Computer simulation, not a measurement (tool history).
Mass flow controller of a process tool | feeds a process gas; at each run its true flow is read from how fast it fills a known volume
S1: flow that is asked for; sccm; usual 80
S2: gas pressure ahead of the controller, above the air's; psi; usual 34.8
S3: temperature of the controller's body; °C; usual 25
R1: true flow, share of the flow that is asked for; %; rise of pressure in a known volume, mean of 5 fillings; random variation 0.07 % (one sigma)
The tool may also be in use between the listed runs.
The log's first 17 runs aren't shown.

run,hour,S1,S2,S3,R1
# hour 5319.7: controller exchanged for a calibrated one
18,5570.1,80,22.2,31,98.36
19,6055.3,74,34.8,23,98.09
20,6508.7,74,34.8,23,98.02
21,6805,106,26.1,21,98.51
22,7295.2,130,21.3,30,98.32
23,7680.3,68,21.8,22,98.14
24,8059.2,80,39.7,25,97.57
25,8382.4,80,22.9,25,98.1
26,8651.4,117,22.2,29,98.21
27,9057,80,34.8,38,97.27
28,9404,131,23.5,22,98.25
29,9763.9,131,38.4,25,97.62
30,10153.1,42,31.2,32,97.05

Forecast each of these 4 alternatives for the next run:
A,10609.7,42,31.2,38,?
B,10609.7,29,39.6,27,?
C,10609.7,93,34.7,37,?
D,10609.7,67,31.2,32,?

run,R1
A,96.57
B,96.87
C,96.84
D,96.95
Without the tool's hidden state the same runs would have given:
run,R1
A,98.42
B,98.73
C,98.69
D,98.8
